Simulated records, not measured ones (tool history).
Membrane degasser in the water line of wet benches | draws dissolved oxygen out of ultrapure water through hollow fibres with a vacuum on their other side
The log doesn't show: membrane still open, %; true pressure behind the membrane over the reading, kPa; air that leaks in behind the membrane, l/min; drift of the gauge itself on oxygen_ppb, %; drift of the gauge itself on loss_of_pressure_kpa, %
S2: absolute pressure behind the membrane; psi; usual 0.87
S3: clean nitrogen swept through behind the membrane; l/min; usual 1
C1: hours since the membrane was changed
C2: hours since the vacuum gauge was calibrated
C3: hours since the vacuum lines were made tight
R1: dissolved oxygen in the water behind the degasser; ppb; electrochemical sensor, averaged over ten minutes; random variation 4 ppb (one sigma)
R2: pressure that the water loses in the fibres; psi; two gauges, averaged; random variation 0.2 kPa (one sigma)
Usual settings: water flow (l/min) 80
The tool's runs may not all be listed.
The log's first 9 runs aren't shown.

Run 10, day 28.933: usual settings but S2 1.695 psi; C1 2860; C2 7218; C3 10394. Result: R1 1097.8 ppb, R2 6.139 psi.
Run 11, day 31.871: usual settings but S2 1.695 psi; C1 2930; C2 7289; C3 10464. Result: R1 1070.1 ppb, R2 6.152 psi.
Run 12, day 34.642: usual settings but S2 1.614 psi; C1 2997; C2 7356; C3 10531. Result: R1 1024.7 ppb, R2 6.163 psi.
Run 13, day 37.95: usual settings; C1 3076; C2 7435; C3 10610. Result: R1 426.3 ppb, R2 6.148 psi.
Run 14, day 40.358: usual settings; C1 3134; C2 7493; C3 10668. Result: R1 433.7 ppb, R2 6.192 psi.
Run 15, day 44.162: usual settings; C1 3226; C2 7584; C3 10759. Result: R1 431.1 ppb, R2 6.128 psi.
Run 16, day 45.971: usual settings but water flow (l/min) 99; C1 3269; C2 7627; C3 10802. Result: R1 532 ppb, R2 7.596 psi.
Run 17, day 49.808: usual settings but water flow (l/min) 99; C1 3361; C2 7720; C3 10895. Result: R1 529.3 ppb, R2 7.546 psi.
Run 18, day 53.592: usual settings but water flow (l/min) 64, S3 2.68 l/min; C1 3452; C2 7810; C3 10985. Result: R1 171 ppb, R2 4.892 psi.
Run 19, day 56.158: usual settings but water flow (l/min) 57, S3 1.4 l/min; C1 3513; C2 7872; C3 11047. Result: R1 254.2 ppb, R2 4.332 psi.
Run 20, day 58.75: usual settings but water flow (l/min) 109, S2 0.692 psi, S3 2.82 l/min; C1 3576; C2 7934; C3 11109. Result: R1 259.3 ppb, R2 8.392 psi.
Run 21, day 62.967: usual settings but water flow (l/min) 109, S2 0.692 psi, S3 2.82 l/min; C1 3677; C2 8035; C3 11210. Result: R1 264.8 ppb, R2 8.39 psi.
At day 65.329: vacuum gauge calibrated.
Run 22, day 67.188: usual settings but water flow (l/min) 59, S2 1.711 psi, S3 0.65 l/min; C1 3778; C2 45; C3 11311. Result: R1 1118.7 ppb, R2 4.541 psi.
Run 23, day 69.375: usual settings but water flow (l/min) 59, S2 1.711 psi, S3 0.65 l/min; C1 3830; C2 97; C3 11364. Result: R1 1092.9 ppb, R2 4.561 psi.
Run 24, day 73.375: usual settings but S2 0.718 psi; C1 3926; C2 193; C3 11460. Result: R1 262.3 ppb, R2 6.226 psi.
Run 25, day 75.783: usual settings but S2 2.174 psi; C1 3984; C2 251; C3 11517. Result: R1 1406.3 ppb, R2 6.141 psi.
Run 26, day 79.617: usual settings but water flow (l/min) 78, S2 0.57 psi, S3 0.88 l/min; C1 4076; C2 343; C3 11609. Result: R1 131.1 ppb, R2 5.99 psi.
Run 27, day 82.688: usual settings but water flow (l/min) 78, S2 0.57 psi, S3 0.88 l/min; C1 4150; C2 417; C3 11683. Result: R1 132.2 ppb, R2 5.958 psi.
Run 28, day 86.117: usual settings but water flow (l/min) 78, S2 0.57 psi, S3 0.88 l/min; C1 4232; C2 499; C3 11765. Result: R1 129.8 ppb, R2 6.032 psi.
Run 29, day 88.125: usual settings but water flow (l/min) 73, S2 0.909 psi, S3 1.78 l/min; C1 4280; C2 547; C3 11814. Result: R1 268.6 ppb, R2 5.594 psi.
Run 30, day 90.554: usual settings but water flow (l/min) 91, S3 0.82 l/min; C1 4338; C2 605; C3 11872. Result: R1 497.8 ppb, R2 7.01 psi.
Run 31, day 92.929: usual settings but water flow (l/min) 91, S3 0.82 l/min; C1 4395; C2 662; C3 11929. Result: R1 501.9 ppb, R2 7.01 psi.
Run 32, day 95.412: usual settings but water flow (l/min) 91, S3 0.82 l/min; C1 4455; C2 722; C3 11989. Result: R1 494.9 ppb, R2 7.015 psi.

Forecast each of these 4 alternatives for the next run:
Run A, day 99.3: usual settings but water flow (l/min) 73, S2 0.643 psi, S3 1.06 l/min; C1 4548; C2 815; C3 12082. Result: R1 ?, R2 ?.
Run B, day 99.3: usual settings but S3 1.43 l/min; C1 4548; C2 815; C3 12082. Result: R1 ?, R2 ?.
Run C, day 99.3: usual settings but water flow (l/min) 53, S2 0.554 psi, S3 1.14 l/min; C1 4548; C2 815; C3 12082. Result: R1 ?, R2 ?.
Run D, day 99.3: usual settings but S3 2.81 l/min; C1 4548; C2 815; C3 12082. Result: R1 ?, R2 ?.

run     R1     R2
  A    166  5.646
  B  317.7  6.216
  C   59.1  4.118
  D  201.6  6.197
Without the tool's hidden state the same runs would have given:
run     R1     R2
  A  166.6  5.575
  B  317.4  6.138
  C     60  4.065
  D  199.4  6.119
